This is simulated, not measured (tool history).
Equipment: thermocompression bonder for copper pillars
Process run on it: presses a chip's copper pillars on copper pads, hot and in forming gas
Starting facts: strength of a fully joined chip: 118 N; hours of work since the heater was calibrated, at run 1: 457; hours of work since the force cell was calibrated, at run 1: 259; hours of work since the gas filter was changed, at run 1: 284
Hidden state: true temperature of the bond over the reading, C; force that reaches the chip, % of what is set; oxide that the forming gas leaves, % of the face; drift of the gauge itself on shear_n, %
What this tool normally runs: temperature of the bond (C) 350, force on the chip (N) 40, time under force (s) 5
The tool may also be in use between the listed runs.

run    hour  temperature of the bond (C)  force on the chip (N)  time under force (s)  hours of work since the heater was calibrated  hours of work since the force cell was calibrated  hours of work since the gas filter was changed  force that shears a chip off (N)
  1       0                          350                     40                     5                                            457                                                259                                             284                              74.1
  2      25                          350                     40                     5                                            468                                                270                                             295                              73.9
  3    48.8                          350                     40                     5                                            479                                                281                                             305                              74.3
  4    67.5                          350                     40                     9                                            487                                                289                                             314                              86.8
  5    84.6                          350                     40                     5                                            495                                                297                                             321                              74.3
  6   114.5                          350                     40                     5                                            508                                                310                                             335                                74
  7   135.2                          350                     40                     5                                            517                                                319                                             344                              74.3
  8   169.6                          350                     40                     5                                            533                                                335                                             359                              74.2
  9   210.5                          350                     30                     5                                            551                                                353                                             378                              61.4
 10   233.2                          350                     40                     5                                            561                                                363                                             388                              74.1
      246.6  -- forming gas filter changed
 11   272.4                          350                     40                     5                                            579                                                380                                              12                              74.3
 12   297.6                          323                     40                     5                                            590                                                392                                              23                              63.3
 13   325.4                          323                     40                     5                                            602                                                404                                              35                              63.3
 14     354                          350                     40                     9                                            615                                                417                                              48                              86.8
 15   387.7                          347                     40                     9                                            630                                                432                                              63                              85.3
 16   422.2                          347                     40                     9                                            645                                                447                                              78                              85.7
 17   443.2                          347                     40                     9                                            655                                                457                                              88                              85.7
 18   462.7                          347                     40                     9                                            664                                                465                                              97                              85.5
 19     485                          347                     40                     9                                            674                                                475                                             107                              85.7
 20   518.8                          350                     40                     4                                            689                                                490                                             122                              69.6
 21   535.6                          350                     40                     8                                            696                                                498                                             129                                84
 22   562.1                          350                     40                     8                                            708                                                510                                             141                              84.4
 23   597.2                          350                     40                     8                                            724                                                525                                             157                              84.2
 24   632.7                          350                     40                     8                                            740                                                541                                             173                              84.4
 25   668.4                          322                     51                     7                                            755                                                557                                             188                              80.9
 26   692.5                          322                     51                     7                                            766                                                568                                             199                              80.7
 27   726.4                          322                     51                     7                                            781                                                583                                             214                                81
 28   760.9                          368                     58                    15                                            797                                                599                                             230                             111.3
 29     802                          368                     58                    15                                            815                                                617                                             248                             111.6
 30   835.8                          327                     57                    10                                            830                                                632                                             263                              94.9
 31     862                          374                     57                     3                                            842                                                644                                             275                              87.9
 32   893.6                          374                     57                     3                                            856                                                658                                             289                              87.7
 33   917.3                          374                     57                     3                                            867                                                668                                             300                              87.8
 34   947.3                          354                     52                     3                                            880                                                682                                             313                              76.5
 35   980.9                          338                     52                    13                                            895                                                697                                             328                               100
 36  1016.6                          334                     59                    12                                            911                                                713                                             344                             101.5
 37  1049.6                          369                     52                     7                                            926                                                728                                             359                              98.6
 38  1086.2                          367                     60                     5                                            942                                                744                                             375                              97.1
 39  1109.5                          345                     36                    10                                            953                                                754                                             386                              82.7
     1128.9  -- forming gas filter changed
 40  1140.9                          377                     26                    10                                            966                                                768                                               5                              79.8

Forecast each of these 4 alternatives for the next run:
  A  1178.2                          345                     40                    12                                            983                                                785                                              22                                 ?
  B  1178.2                          351                     40                     8                                            983                                                785                                              22                                 ?
  C  1178.2                          377                     28                     6                                            983                                                785                                              22                                 ?
  D  1178.2                          361                     31                     8                                            983                                                785                                              22                                 ?

run  force that shears a chip off (N)
  A                              90.7
  B                              84.9
  C                              72.2
  D                              77.1
Without the tool's hidden state the same runs would have given:
run  force that shears a chip off (N)
  A                              90.7
  B                              84.8
  C                              72.2
  D                              77.1

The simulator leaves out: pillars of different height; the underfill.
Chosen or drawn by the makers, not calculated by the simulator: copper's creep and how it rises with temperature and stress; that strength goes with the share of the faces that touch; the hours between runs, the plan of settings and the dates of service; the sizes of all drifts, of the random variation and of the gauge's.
